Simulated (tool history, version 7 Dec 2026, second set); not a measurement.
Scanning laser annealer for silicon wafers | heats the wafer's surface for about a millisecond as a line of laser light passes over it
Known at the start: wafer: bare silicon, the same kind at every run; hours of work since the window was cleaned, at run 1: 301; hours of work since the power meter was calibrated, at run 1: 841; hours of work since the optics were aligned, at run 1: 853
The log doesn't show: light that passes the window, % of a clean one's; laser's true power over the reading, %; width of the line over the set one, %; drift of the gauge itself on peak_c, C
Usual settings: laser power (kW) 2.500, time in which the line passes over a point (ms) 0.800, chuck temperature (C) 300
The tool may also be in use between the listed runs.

run,hour,laser power (kW),time in which the line passes over a point (ms),chuck temperature (C),hours of work since the window was cleaned,hours of work since the power meter was calibrated,hours of work since the optics were aligned,highest temperature of the surface (C)
1,0.0,2.500,0.800,300,301,841,853,1072
2,36.4,2.500,0.800,300,326,866,879,1072
3,56.3,2.500,0.800,300,340,880,893,1074
4,81.2,2.500,0.800,300,358,898,910,1069
5,116.4,2.500,0.800,281,382,922,935,1050
6,135.5,2.500,0.800,281,395,935,948,1053
7,152.3,2.500,0.799,300,407,947,960,1065
8,186.2,2.500,0.799,300,431,971,983,1067
9,208.5,2.500,0.799,300,446,986,999,1070
10,225.8,2.500,0.888,300,458,998,1011,1112
11,253.8,2.500,0.888,300,478,1018,1030,1109
12,292.4,2.500,0.888,300,505,1045,1057,1110
13,310.3,2.500,0.971,300,517,1057,1070,1159
14,348.2,2.500,0.615,300,544,1084,1096,950
15,365.8,2.500,0.800,290,556,1096,1108,1050
16,397.0,2.500,0.742,300,578,1118,1130,1026
17,417.9,2.500,0.742,300,592,1132,1145,1025
18,435.0,2.385,0.800,300,604,1144,1157,1015
19,472.8,2.385,0.800,300,630,1171,1183,1012
20,506.2,2.275,0.599,293,654,1194,1206,860
21,523.2,2.543,0.961,285,666,1206,1218,1143
22,557.8,2.515,0.642,300,690,1230,1242,967
23,593.7,2.519,0.800,300,715,1255,1267,1058
24,612.2,2.519,0.800,300,728,1268,1280,1057
25,641.3,2.342,0.800,300,748,1288,1300,990
# hour 657.2: optics aligned, line set to its width
26,664.9,2.342,0.691,300,761,1301,5,946
27,696.9,2.244,0.800,272,783,1323,28,941
28,725.8,2.398,0.776,300,803,1343,48,1015
29,744.2,2.500,0.800,335,816,1356,61,1101
# hour 754.4: window over the wafer cleaned
30,773.9,2.500,0.800,263,14,1376,80,1061
31,804.7,2.500,0.800,281,35,1397,101,1082
32,834.1,2.500,0.800,281,56,1417,122,1076
33,852.5,2.500,0.800,281,68,1430,135,1078
34,893.7,2.500,0.800,281,97,1459,163,1076
35,916.2,2.500,0.800,281,113,1475,179,1072
36,957.8,2.500,0.800,281,142,1504,208,1075
37,999.0,2.500,0.800,281,170,1532,237,1073

Some steps in highest temperature of the surface (C) between neighbouring runs. How much of each would the tool show without its hidden state too (settings, what came in, random variation), and how much is left for the hidden state, with any gauge scatter that isn't in both results?
Run 13 -> 14: time in which the line passes over a point (ms) 0.971 -> 0.615. highest temperature of the surface (C) -209: hidden state +9, all else -218.
Run 20 -> 21: laser power (kW) 2.275 -> 2.543, time in which the line passes over a point (ms) 0.599 -> 0.961, chuck temperature (C) 293 -> 285. highest temperature of the surface (C) +283: hidden state -18, all else +301.
Run 21 -> 22: laser power (kW) 2.543 -> 2.515, time in which the line passes over a point (ms) 0.961 -> 0.642, chuck temperature (C) 285 -> 300. highest temperature of the surface (C) -176: hidden state +10, all else -186.
Run 25 -> 26: time in which the line passes over a point (ms) 0.800 -> 0.691, optics aligned, line set to its width. highest temperature of the surface (C) -44: hidden state +19, all else -63.
Run 29 -> 30: chuck temperature (C) 335 -> 263, window over the wafer cleaned. highest temperature of the surface (C) -40: hidden state +36, all else -76.
